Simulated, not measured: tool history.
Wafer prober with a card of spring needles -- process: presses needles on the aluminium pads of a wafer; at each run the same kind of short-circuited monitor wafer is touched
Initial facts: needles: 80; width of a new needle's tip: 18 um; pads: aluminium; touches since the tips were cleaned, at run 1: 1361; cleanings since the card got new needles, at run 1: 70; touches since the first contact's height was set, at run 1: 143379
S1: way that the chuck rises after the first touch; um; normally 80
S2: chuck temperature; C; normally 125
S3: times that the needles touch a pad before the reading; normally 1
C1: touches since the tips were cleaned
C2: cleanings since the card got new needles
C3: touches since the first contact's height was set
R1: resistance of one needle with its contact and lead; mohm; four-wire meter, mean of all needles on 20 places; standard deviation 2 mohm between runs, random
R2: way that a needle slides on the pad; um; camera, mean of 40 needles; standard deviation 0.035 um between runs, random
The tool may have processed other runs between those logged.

run,day,S1,S2,S3,C1,C2,C3,R1,R2
1,0.000,80,125,1,1361,70,143379,230,17.52
# day 0.421: tips cleaned on abrasive film
# day 0.842: tips cleaned on abrasive film
# day 1.362: tips cleaned on abrasive film
2,1.525,80,125,1,2273,73,164884,233,17.45
# day 1.842: tips cleaned on abrasive film
# day 1.958: height of the first contact set anew
# day 2.375: tips cleaned on abrasive film
# day 2.796: tips cleaned on abrasive film
# day 3.321: tips cleaned on abrasive film
# day 3.762: tips cleaned on abrasive film
3,3.762,80,125,1,0,78,25475,222,17.63
# day 4.288: tips cleaned on abrasive film
# day 4.708: tips cleaned on abrasive film
# day 5.233: tips cleaned on abrasive film
# day 5.650: tips cleaned on abrasive film
4,5.729,80,125,1,1096,82,53199,232,17.63
# day 6.150: tips cleaned on abrasive film
# day 6.671: tips cleaned on abrasive film
# day 7.092: tips cleaned on abrasive film
# day 7.617: tips cleaned on abrasive film
# day 8.038: tips cleaned on abrasive film
# day 8.521: tips cleaned on abrasive film
5,8.521,80,125,1,0,88,92570,223,17.55
# day 8.942: tips cleaned on abrasive film
# day 9.467: tips cleaned on abrasive film
# day 9.988: tips cleaned on abrasive film
# day 10.408: tips cleaned on abrasive film
# day 10.829: tips cleaned on abrasive film
6,10.979,80,125,1,2144,93,127261,230,17.55
# day 11.296: tips cleaned on abrasive film
# day 11.717: tips cleaned on abrasive film
# day 12.242: tips cleaned on abrasive film
7,12.258,80,125,1,265,96,145278,229,17.43
# day 12.679: tips cleaned on abrasive film
# day 13.100: tips cleaned on abrasive film
# day 13.517: tips cleaned on abrasive film
# day 14.042: tips cleaned on abrasive film
# day 14.054: height of the first contact set anew
# day 14.579: tips cleaned on abrasive film
8,14.775,80,125,1,2804,101,10201,235,17.62
# day 15.092: tips cleaned on abrasive film
# day 15.617: tips cleaned on abrasive film
# day 16.142: tips cleaned on abrasive film
# day 16.662: tips cleaned on abrasive film
# day 17.188: tips cleaned on abrasive film
9,17.296,80,125,1,1503,106,45729,230,17.58
# day 17.712: tips cleaned on abrasive film
# day 18.133: tips cleaned on abrasive film
# day 18.654: tips cleaned on abrasive film
10,18.958,80,125,1,4298,109,69229,236,17.61
# day 19.171: tips cleaned on abrasive film
# day 19.592: tips cleaned on abrasive film
# day 20.112: tips cleaned on abrasive film
# day 20.533: tips cleaned on abrasive film
# day 21.008: tips cleaned on abrasive film
11,21.008,80,125,1,0,114,98134,220,17.49
# day 21.429: tips cleaned on abrasive film
# day 21.850: tips cleaned on abrasive film
# day 22.279: tips cleaned on abrasive film
12,22.279,80,125,1,0,117,116019,226,17.52
# day 22.804: tips cleaned on abrasive film
# day 23.329: tips cleaned on abrasive film
# day 23.850: tips cleaned on abrasive film
# day 24.375: tips cleaned on abrasive film
13,24.546,80,125,1,2424,121,148024,237,17.43
# day 24.862: tips cleaned on abrasive film
# day 25.283: tips cleaned on abrasive film
# day 25.804: tips cleaned on abrasive film
# day 26.129: height of the first contact set anew
# day 26.238: tips cleaned on abrasive film
# day 26.762: tips cleaned on abrasive film
14,27.075,80,125,1,4452,126,13328,241,17.69
# day 27.283: tips cleaned on abrasive film
# day 27.808: tips cleaned on abrasive film
# day 28.229: tips cleaned on abrasive film
# day 28.754: tips cleaned on abrasive film
# day 29.171: tips cleaned on abrasive film
15,29.179,80,29,1,107,131,42982,202,17.58
# day 29.600: tips cleaned on abrasive film
# day 30.021: tips cleaned on abrasive film
# day 30.546: tips cleaned on abrasive film
# day 31.071: tips cleaned on abrasive film
# day 31.592: tips cleaned on abrasive film
# day 32.117: tips cleaned on abrasive film
16,32.138,80,29,1,299,137,84712,206,17.55
# day 32.558: tips cleaned on abrasive film
# day 33.083: tips cleaned on abrasive film
# day 33.500: tips cleaned on abrasive film
# day 34.025: tips cleaned on abrasive film
# day 34.446: tips cleaned on abrasive film
# day 34.908: tips cleaned on abrasive film
17,34.908,67,125,2,0,143,123792,224,14.61
# day 35.329: tips cleaned on abrasive film
# day 35.854: tips cleaned on abrasive film
18,36.258,80,110,1,5765,145,142872,239,17.41
# day 36.367: tips cleaned on abrasive film
# day 36.892: tips cleaned on abrasive film
# day 37.312: tips cleaned on abrasive film
# day 37.833: tips cleaned on abrasive film
# day 38.262: height of the first contact set anew
# day 38.371: tips cleaned on abrasive film
# day 38.896: tips cleaned on abrasive film
19,39.150,80,45,1,3628,151,12505,221,17.67
# day 39.362: tips cleaned on abrasive film
# day 39.888: tips cleaned on abrasive film
# day 40.412: tips cleaned on abrasive film
# day 40.829: tips cleaned on abrasive film
20,41.162,80,45,1,4690,155,40865,229,17.68
# day 41.267: tips cleaned on abrasive film
# day 41.792: tips cleaned on abrasive film
# day 42.212: tips cleaned on abrasive film
# day 42.738: tips cleaned on abrasive film
# day 43.262: tips cleaned on abrasive film
# day 43.783: tips cleaned on abrasive film
21,44.062,73,45,3,3979,161,81827,214,15.98
# day 44.275: tips cleaned on abrasive film
# day 44.800: tips cleaned on abrasive film
# day 45.325: tips cleaned on abrasive film
# day 45.850: tips cleaned on abrasive film
# day 46.371: tips cleaned on abrasive film
22,46.512,79,125,1,1968,166,116340,235,17.23
# day 46.825: tips cleaned on abrasive film
# day 47.246: tips cleaned on abrasive film
# day 47.721: tips cleaned on abrasive film
23,47.721,79,125,1,0,169,133408,223,17.27
# day 48.246: tips cleaned on abrasive film
# day 48.667: tips cleaned on abrasive film
# day 49.088: tips cleaned on abrasive film
24,49.179,79,125,1,1331,172,153971,227,17.29

4 options for the next run, each taken on its own from the tool as it stands now. Forecast them:
# day 49.600: tips cleaned on abrasive film
# day 50.125: tips cleaned on abrasive film
# day 50.346: height of the first contact set anew
A,50.404,74,75,2,3774,174,816,?,?
# day 49.600: tips cleaned on abrasive film
# day 50.125: tips cleaned on abrasive film
# day 50.346: height of the first contact set anew
B,50.404,84,125,2,3774,174,816,?,?
# day 49.600: tips cleaned on abrasive film
# day 50.125: tips cleaned on abrasive film
# day 50.346: height of the first contact set anew
C,50.404,61,46,1,3774,174,816,?,?
# day 49.600: tips cleaned on abrasive film
# day 50.125: tips cleaned on abrasive film
# day 50.346: height of the first contact set anew
D,50.404,73,72,1,3774,174,816,?,?

run,R1,R2
A,228,16.39
B,235,18.61
C,240,13.45
D,238,16.12
With the hidden condition removed and each run's random variation left untouched, the same runs would have given:
run,R1,R2
A,213,16.39
B,223,18.61
C,205,13.45
D,213,16.12
